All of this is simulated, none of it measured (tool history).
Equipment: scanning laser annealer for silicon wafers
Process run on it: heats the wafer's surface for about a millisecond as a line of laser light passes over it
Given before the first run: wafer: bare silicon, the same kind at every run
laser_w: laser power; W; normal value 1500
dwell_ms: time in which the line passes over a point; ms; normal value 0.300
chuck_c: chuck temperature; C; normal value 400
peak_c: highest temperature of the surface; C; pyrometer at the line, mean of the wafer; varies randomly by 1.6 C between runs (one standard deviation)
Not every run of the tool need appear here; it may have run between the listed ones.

run,hour,laser_w,dwell_ms,chuck_c,peak_c
1,0.0,1500,0.300,400,1222
2,25.2,1500,0.342,400,1285
3,57.3,1500,0.342,400,1286
4,85.4,1500,0.300,400,1219
5,104.1,1500,0.300,400,1219
6,119.8,1500,0.216,400,1080
7,144.9,1393,0.300,400,1164
8,174.6,1393,0.300,400,1165
# hour 192.9: window over the wafer cleaned
9,211.8,1393,0.300,400,1158
10,237.1,1393,0.300,400,1160
11,271.5,1393,0.300,400,1159
12,293.5,1427,0.300,400,1174
13,323.2,1500,0.300,400,1211
14,339.6,1308,0.300,400,1114
15,356.2,1308,0.300,400,1112
16,370.7,1308,0.300,400,1115
# hour 398.2: window over the wafer cleaned, once more
17,403.4,1308,0.300,400,1128
18,429.6,1308,0.300,400,1130
19,448.2,1567,0.300,400,1264
20,465.0,1500,0.230,400,1112
21,491.8,1628,0.300,437,1328
22,523.2,1628,0.300,437,1326
23,557.0,1510,0.324,405,1271
24,586.5,1299,0.341,374,1152
25,608.8,1299,0.341,374,1152
26,638.7,1396,0.217,400,1041
27,670.2,1396,0.217,400,1040
28,694.9,1447,0.231,400,1087
29,728.8,1447,0.348,400,1264
30,761.9,1447,0.231,400,1086
31,796.8,1447,0.231,400,1085
32,827.3,1447,0.231,400,1084
33,854.7,1447,0.231,400,1082
34,884.7,1447,0.231,400,1085
35,905.0,1642,0.211,405,1134
36,930.5,1368,0.219,405,1034
37,946.1,1437,0.235,426,1110
38,974.7,1437,0.235,426,1111
39,990.3,1437,0.292,424,1196
40,1024.2,1332,0.231,385,1018

Consider 5 possible next runs. They are alternatives, not a sequence: every one starts from the tool as it was left by run 40. What does each give?
A,1040.1,1332,0.379,385,?
B,1040.1,1396,0.307,430,?
C,1040.1,1357,0.266,405,?
D,1040.1,1332,0.219,385,?
E,1040.1,1332,0.342,385,?

run,peak_c
A,1223
B,1204
C,1102
D,997
E,1174
With no hidden state in the tool, these same runs would have given:
run,peak_c
A,1240
B,1220
C,1116
D,1009
E,1190
